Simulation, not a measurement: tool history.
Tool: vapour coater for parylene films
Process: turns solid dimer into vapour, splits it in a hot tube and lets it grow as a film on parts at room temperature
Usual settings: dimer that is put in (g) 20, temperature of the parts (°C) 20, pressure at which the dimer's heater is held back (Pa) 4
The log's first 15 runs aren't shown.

run     day  dimer that is put in (g)  temperature of the parts (°C)  pressure at which the dimer's heater is held back (Pa)  hours of work since the trap's valve was overhauled  hours of work since the table's thermometer was calibrated  thickness of the film (µm)
     31.346  -- trap's valve overhauled
 16  32.925                        20                             16                                                       4                                                   30                                                          46                        3.69
 17  34.533                        20                             16                                                       4                                                   60                                                          76                        3.67
 18  37.396                        20                             16                                                       4                                                  113                                                         130                        3.64
 19  40.129                        20                             16                                                       4                                                  164                                                         181                        3.68
 20  42.996                        19                             26                                                     6.3                                                  218                                                         235                        2.82
 21  45.067                        19                             26                                                     6.3                                                  257                                                         274                        2.82
 22  47.804                        23                             18                                                    3.37                                                  308                                                         325                        4.21
 23  49.108                        26                             14                                                   10.86                                                  333                                                         349                        4.35
 24   50.35                        26                             14                                                   10.86                                                  356                                                         373                        4.33
 25  52.129                        11                             14                                                    2.27                                                  389                                                         406                        2.26
 26  55.079                        11                             14                                                    2.27                                                  444                                                         461                        2.23
     56.633  -- trap's valve overhauled
 27  56.662                        18                             22                                                    2.27                                                    1                                                         488                        3.21
 28  58.067                        14                             20                                                    4.54                                                   27                                                         514                        2.39
 29  59.492                        14                             20                                                    4.54                                                   54                                                         541                        2.38
 30   62.35                        14                             20                                                    4.48                                                  107                                                         594                        2.35
 31  63.642                        14                             20                                                    4.48                                                  131                                                         618                        2.41
 32  65.388                        13                             13                                                       4                                                  164                                                         651                         2.5
 33  68.296                        13                             28                                                    5.41                                                  218                                                         706                        1.87
 34  69.771                        13                             28                                                    5.41                                                  246                                                         733                        1.92
 35  72.288                        14                             28                                                    5.41                                                  293                                                         780                        2.04
 36  74.254                        30                             24                                                    2.62                                                  330                                                         817                        5.17
 37  76.762                        21                             25                                                    2.96                                                  377                                                         864                        3.52
 38  79.525                        21                             25                                                    6.58                                                  429                                                         916                         3.1

Forecast each of these 3 alternatives for the next run:
  A  81.538                        10                             25                                                    6.31                                                  466                                                         953                           ?
  B  81.538                        10                             13                                                    6.58                                                  466                                                         953                           ?
  C  81.538                        20                             26                                                       4                                                  466                                                         953                           ?

run  thickness of the film (µm)
  A                        1.53
  B                        1.79
  C                        3.11
Without the tool's hidden state the same runs would have given:
run  thickness of the film (µm)
  A                        1.53
  B                        1.79
  C                        3.11
